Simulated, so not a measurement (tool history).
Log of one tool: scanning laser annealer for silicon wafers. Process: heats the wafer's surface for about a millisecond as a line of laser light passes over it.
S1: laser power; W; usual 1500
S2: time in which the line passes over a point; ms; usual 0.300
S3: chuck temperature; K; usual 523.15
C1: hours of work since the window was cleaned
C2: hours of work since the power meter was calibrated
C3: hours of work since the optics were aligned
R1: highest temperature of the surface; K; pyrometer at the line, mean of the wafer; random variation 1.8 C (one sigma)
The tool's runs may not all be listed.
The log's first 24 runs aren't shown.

Run 25, hour 1231.2: usual settings but S1 1350 W; C1 258; C2 149; C3 426. Result: R1 1217.15 K.
Run 26, hour 1297.1: usual settings but S1 1493 W, S2 0.362 ms; C1 292; C2 183; C3 460. Result: R1 1383.15 K.
Run 27, hour 1367.1: usual settings but S2 0.256 ms, S3 555.15 K; C1 329; C2 220; C3 497. Result: R1 1268.15 K.
Run 28, hour 1402.0: usual settings but S2 0.256 ms, S3 555.15 K; C1 347; C2 238; C3 515. Result: R1 1269.15 K.
Run 29, hour 1465.1: usual settings but S2 0.233 ms, S3 542.15 K; C1 380; C2 271; C3 548. Result: R1 1214.15 K.
Run 30, hour 1516.8: usual settings but S2 0.233 ms, S3 542.15 K; C1 407; C2 298; C3 575. Result: R1 1215.15 K.
Run 31, hour 1568.9: usual settings but S2 0.233 ms, S3 542.15 K; C1 434; C2 325; C3 602. Result: R1 1210.15 K.
Run 32, hour 1605.8: usual settings but S2 0.287 ms, S3 528.15 K; C1 453; C2 344; C3 621. Result: R1 1277.15 K.
Run 33, hour 1673.0: usual settings but S1 1585 W, S2 0.224 ms, S3 528.15 K; C1 488; C2 379; C3 657. Result: R1 1224.15 K.
At hour 1710.7: window over the wafer cleaned.
Run 34, hour 1733.3: usual settings but S1 1585 W, S2 0.224 ms, S3 528.15 K; C1 12; C2 410; C3 687. Result: R1 1250.15 K.

4 ways to go on from here, each from the tool as it stands after run 34. What would each give?
Run A, hour 1799.6: usual settings but S2 0.234 ms; C1 46; C2 445; C3 722. Result: R1 ?.
Run B, hour 1799.6: usual settings but S2 0.302 ms; C1 46; C2 445; C3 722. Result: R1 ?.
Run C, hour 1799.6: usual settings but S1 1275 W, S2 0.224 ms, S3 539.15 K; C1 46; C2 445; C3 722. Result: R1 ?.
Run D, hour 1799.6: usual settings but S1 1585 W, S2 0.240 ms, S3 486.15 K; C1 46; C2 445; C3 722. Result: R1 ?.

run       R1
  A  1211.15
  B  1316.15
  C  1097.15
  D  1232.15
Without the tool's hidden state the same runs would have given:
run       R1
  A  1224.15
  B  1331.15
  C  1107.15
  D  1246.15

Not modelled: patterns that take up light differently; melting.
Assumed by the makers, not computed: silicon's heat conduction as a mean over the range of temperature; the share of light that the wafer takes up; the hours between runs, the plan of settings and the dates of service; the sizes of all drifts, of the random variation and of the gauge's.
